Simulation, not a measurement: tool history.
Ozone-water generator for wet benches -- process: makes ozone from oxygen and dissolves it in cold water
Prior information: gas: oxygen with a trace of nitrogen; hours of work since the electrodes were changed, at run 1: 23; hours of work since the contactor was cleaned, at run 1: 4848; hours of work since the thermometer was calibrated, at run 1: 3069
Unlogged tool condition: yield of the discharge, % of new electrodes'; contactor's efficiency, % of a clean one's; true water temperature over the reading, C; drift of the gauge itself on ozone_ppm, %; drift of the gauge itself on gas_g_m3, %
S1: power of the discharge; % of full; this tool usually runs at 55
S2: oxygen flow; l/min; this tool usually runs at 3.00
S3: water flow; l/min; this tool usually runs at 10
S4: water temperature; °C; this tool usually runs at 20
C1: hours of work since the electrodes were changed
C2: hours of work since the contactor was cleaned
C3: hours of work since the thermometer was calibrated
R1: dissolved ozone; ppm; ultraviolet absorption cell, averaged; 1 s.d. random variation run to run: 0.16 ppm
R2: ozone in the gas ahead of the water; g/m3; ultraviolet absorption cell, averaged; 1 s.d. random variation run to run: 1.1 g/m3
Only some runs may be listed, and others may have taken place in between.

run 1 hour=0.0 | S1=55 S2=3.00 S3=10 S4=20 | C1=23 C2=4848 C3=3069 | R1=21.3 R2=207.0
run 2 hour=24.4 | S1=55 S2=3.00 S3=10 S4=25 | C1=45 C2=4870 C3=3091 | R1=19.7 R2=206.6
run 3 hour=45.1 | S1=55 S2=3.00 S3=10 S4=25 | C1=64 C2=4889 C3=3110 | R1=19.5 R2=207.2
run 4 hour=70.7 | S1=55 S2=3.00 S3=10 S4=20 | C1=87 C2=4912 C3=3133 | R1=21.1 R2=205.1
run 5 hour=101.1 | S1=55 S2=3.81 S3=10 S4=20 | C1=115 C2=4939 C3=3160 | R1=21.1 R2=183.2
run 6 hour=131.3 | S1=55 S2=3.81 S3=10 S4=20 | C1=142 C2=4967 C3=3188 | R1=20.8 R2=182.7
run 7 hour=145.4 | S1=55 S2=3.81 S3=10 S4=20 | C1=155 C2=4979 C3=3201 | R1=21.0 R2=182.8
run 8 hour=167.3 | S1=55 S2=3.81 S3=10 S4=20 | C1=175 C2=4999 C3=3220 | R1=21.0 R2=182.0
run 9 hour=197.5 | S1=55 S2=3.81 S3=10 S4=20 | C1=202 C2=5027 C3=3248 | R1=21.0 R2=182.0
run 10 hour=220.1 | S1=73 S2=3.00 S3=9 S4=20 | C1=223 C2=5047 C3=3268 | R1=27.0 R2=238.6
run 11 hour=234.0 | S1=73 S2=1.78 S3=15 S4=18 | C1=235 C2=5060 C3=3281 | R1=17.1 R2=313.1
run 12 hour=251.6 | S1=81 S2=2.06 S3=10 S4=18 | C1=251 C2=5076 C3=3297 | R1=26.4 R2=309.2
run 13 hour=277.4 | S1=58 S2=2.06 S3=10 S4=15 | C1=274 C2=5099 C3=3320 | R1=22.7 R2=259.2
run 14 hour=295.3 | S1=58 S2=1.73 S3=10 S4=28 | C1=291 C2=5115 C3=3336 | R1=19.2 R2=280.7

Expected results for the next run?
run 15 hour=311.6 | S1=49 S2=3.00 S3=8 S4=20 | C1=305 C2=5130 C3=3351 | R1=? R2=?

Logged for run 15: R1 23.4 ppm, R2 194.7 g/m3.
If the tool had no hidden condition, the same run with the same run-to-run variation would have returned R1 23.4 ppm, R2 194.7 g/m3.
